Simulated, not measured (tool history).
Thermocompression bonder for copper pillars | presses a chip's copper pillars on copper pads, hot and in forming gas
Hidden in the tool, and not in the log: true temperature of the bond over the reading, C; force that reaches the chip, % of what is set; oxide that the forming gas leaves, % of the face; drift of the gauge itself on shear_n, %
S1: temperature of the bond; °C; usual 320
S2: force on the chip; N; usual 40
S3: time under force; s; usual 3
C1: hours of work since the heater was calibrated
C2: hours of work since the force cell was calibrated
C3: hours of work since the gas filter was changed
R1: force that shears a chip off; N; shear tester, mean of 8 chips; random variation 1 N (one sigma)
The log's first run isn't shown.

run   hour   S1  S2  S3   C1   C2   C3     R1
  2    8.8  320  40   3  698  103  257   80.9
  3   18.8  296  40   3  706  111  265     61
  4   24.9  320  40   3  711  116  269   80.5
  5   32.8  320  40   3  717  122  275   80.8
  6   38.3  320  40   3  721  126  279   78.6
  7   42.8  320  40   3  724  129  283     80
  8     53  320  30   3  732  137  290   63.7
  9   59.2  320  28   3  737  142  295     60
 10   67.9  320  28   3  743  148  302   59.5
 11   77.3  320  28   3  750  155  309   60.7
 12   82.6  320  28   3  754  159  313   59.7
 13   87.3  320  40   3  758  163  316     78
 14   97.6  344  40   3  766  171  324     96
 15  104.3  344  40   3  771  176  329   96.9
 16  113.3  344  40   3  778  183  336   95.4
 17  122.6  320  53   3  785  190  343   93.4
 18  131.7  320  53   3  791  197  350   91.6
 19    138  320  53   3  796  201  355   91.9
 20  146.5  320  53   3  803  208  361   91.6
     152.5  -- forming gas filter changed
 21  152.5  300  32   9  807  212    0   83.7
 22  160.6  300  32   9  813  218    6   83.1
 23    166  347  40   3  817  222   10  105.8
 24  174.3  347  40   3  823  228   16  107.5
 25  180.7  347  40   3  828  233   21  106.3
 26  191.2  347  40   3  836  241   29  108.1

Forecast run 27:
     193.2  -- force cell calibrated
 27  199.2  304  40   6  841   5  34   ?

R1: 88.8 N
Without the tool's hidden state the same run would have given R1 94 N.
